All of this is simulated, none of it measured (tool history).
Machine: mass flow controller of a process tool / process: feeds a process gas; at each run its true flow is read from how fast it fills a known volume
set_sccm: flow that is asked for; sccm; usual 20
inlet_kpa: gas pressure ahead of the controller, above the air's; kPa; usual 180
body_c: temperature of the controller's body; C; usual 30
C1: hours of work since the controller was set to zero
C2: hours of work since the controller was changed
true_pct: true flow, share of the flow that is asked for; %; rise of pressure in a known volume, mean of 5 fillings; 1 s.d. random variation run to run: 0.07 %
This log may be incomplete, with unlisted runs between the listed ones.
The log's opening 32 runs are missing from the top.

run 33 hour=3015.9 | set_sccm=6 inlet_kpa=180 body_c=21 | C1=4359 C2=4359 | true_pct=103.28
run 34 hour=3114.9 | set_sccm=6 inlet_kpa=180 body_c=21 | C1=4438 C2=4438 | true_pct=103.50
run 35 hour=3240.6 | set_sccm=6 inlet_kpa=140 body_c=26 | C1=4538 C2=4538 | true_pct=103.36
run 36 hour=3344.2 | set_sccm=34 inlet_kpa=216 body_c=22 | C1=4621 C2=4621 | true_pct=102.54
run 37 hour=3449.3 | set_sccm=27 inlet_kpa=265 body_c=34 | C1=4705 C2=4705 | true_pct=100.68
run 38 hour=3566.3 | set_sccm=36 inlet_kpa=215 body_c=40 | C1=4798 C2=4798 | true_pct=101.08
run 39 hour=3631.2 | set_sccm=7 inlet_kpa=275 body_c=33 | C1=4850 C2=4850 | true_pct=101.70
run 40 hour=3702.6 | set_sccm=7 inlet_kpa=275 body_c=33 | C1=4907 C2=4907 | true_pct=101.76
run 41 hour=3795.6 | set_sccm=47 inlet_kpa=275 body_c=25 | C1=4981 C2=4981 | true_pct=102.36
run 42 hour=3870.1 | set_sccm=20 inlet_kpa=180 body_c=39 | C1=5040 C2=5040 | true_pct=100.94
run 43 hour=3978.7 | set_sccm=25 inlet_kpa=265 body_c=22 | C1=5127 C2=5127 | true_pct=102.15
run 44 hour=4051.0 | set_sccm=37 inlet_kpa=180 body_c=38 | C1=5185 C2=5185 | true_pct=101.71
run 45 hour=4152.2 | set_sccm=5 inlet_kpa=180 body_c=37 | C1=5265 C2=5265 | true_pct=103.32
run 46 hour=4233.5 | set_sccm=5 inlet_kpa=143 body_c=20 | C1=5330 C2=5330 | true_pct=105.36
run 47 hour=4289.8 | set_sccm=5 inlet_kpa=277 body_c=39 | C1=5375 C2=5375 | true_pct=102.67
run 48 hour=4404.0 | set_sccm=38 inlet_kpa=195 body_c=30 | C1=5466 C2=5466 | true_pct=102.52
run 49 hour=4510.1 | set_sccm=38 inlet_kpa=195 body_c=30 | C1=5551 C2=5551 | true_pct=102.60
run 50 hour=4583.6 | set_sccm=6 inlet_kpa=212 body_c=40 | C1=5610 C2=5610 | true_pct=102.61

Predict each of these 3 candidate next runs independently; none follows another, all start after run 50:
run A hour=4661.3 | set_sccm=20 inlet_kpa=267 body_c=23 | C1=5671 C2=5671 | true_pct=?
run B hour=4661.3 | set_sccm=5 inlet_kpa=234 body_c=30 | C1=5671 C2=5671 | true_pct=?
run C hour=4661.3 | set_sccm=8 inlet_kpa=272 body_c=23 | C1=5671 C2=5671 | true_pct=?

run=A true_pct=102.42
run=B true_pct=104.01
run=C true_pct=103.20
Without the tool's unlogged condition, the same runs would have read:
run=A true_pct=98.16
run=B true_pct=96.82
run=C true_pct=97.47
